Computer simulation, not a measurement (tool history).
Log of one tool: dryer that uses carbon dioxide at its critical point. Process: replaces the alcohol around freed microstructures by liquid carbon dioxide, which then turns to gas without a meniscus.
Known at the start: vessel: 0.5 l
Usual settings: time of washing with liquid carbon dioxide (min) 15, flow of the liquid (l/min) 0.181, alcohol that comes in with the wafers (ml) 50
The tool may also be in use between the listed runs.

run   hour  time of washing with liquid carbon dioxide (min)  flow of the liquid (l/min)  alcohol that comes in with the wafers (ml)  alcohol left in the vessel before it's heated (ppm by volume)
  1      0                                                15                       0.181                                          50                                                           2541
  2    8.3                                                15                       0.307                                          50                                                            229
  3   13.3                                                10                       0.307                                          50                                                           1499
  4     19                                                15                       0.181                                          50                                                           2542
  5   23.9                                                15                       0.181                                          71                                                           3656
  6   29.1                                                15                       0.181                                          71                                                           3670
  7   35.2                                                15                       0.181                                          43                                                           2287
  8   43.7                                                15                       0.181                                          43                                                           2241
  9   51.4                                                16                       0.181                                          43                                                           1883
 10   57.8                                                15                       0.181                                          50                                                           2728
 11   65.1                                                15                       0.181                                          50                                                           2750
 12   68.9                                                13                       0.235                                          26                                                            916
 13   76.6                                                13                       0.235                                          26                                                            927
 14   82.5                                                13                       0.235                                          26                                                            926
 15   91.5                                                13                       0.235                                          26                                                            965
 16   98.6                                                12                       0.181                                          51                                                           5898
 17  104.8                                                23                       0.213                                          32                                                            160
 18  112.9                                                23                       0.213                                          32                                                            171
 19  117.8                                                23                       0.213                                          32                                                            163
 20  126.7                                                23                       0.213                                          32                                                            177
 21  131.4                                                15                       0.199                                          63                                                           2505
 22    136                                                10                       0.125                                          36                                                          13776

Forecast each of these 5 alternatives for the next run:
  A  141.6                                                12                       0.168                                          80                                                              ?
  B  141.6                                                10                       0.125                                          85                                                              ?
  C  141.6                                                10                       0.216                                          67                                                              ?
  D  141.6                                                19                       0.181                                          38                                                              ?
  E  141.6                                                18                       0.295                                          36                                                              ?

run  alcohol left in the vessel before it's heated (ppm by volume)
  A                                                          11520
  B                                                          34308
  C                                                           7832
  D                                                            912
  E                                                            141
Without the tool's hidden state the same runs would have given:
run  alcohol left in the vessel before it's heated (ppm by volume)
  A                                                           8065
  B                                                          27614
  C                                                           5312
  D                                                            459
  E                                                             23
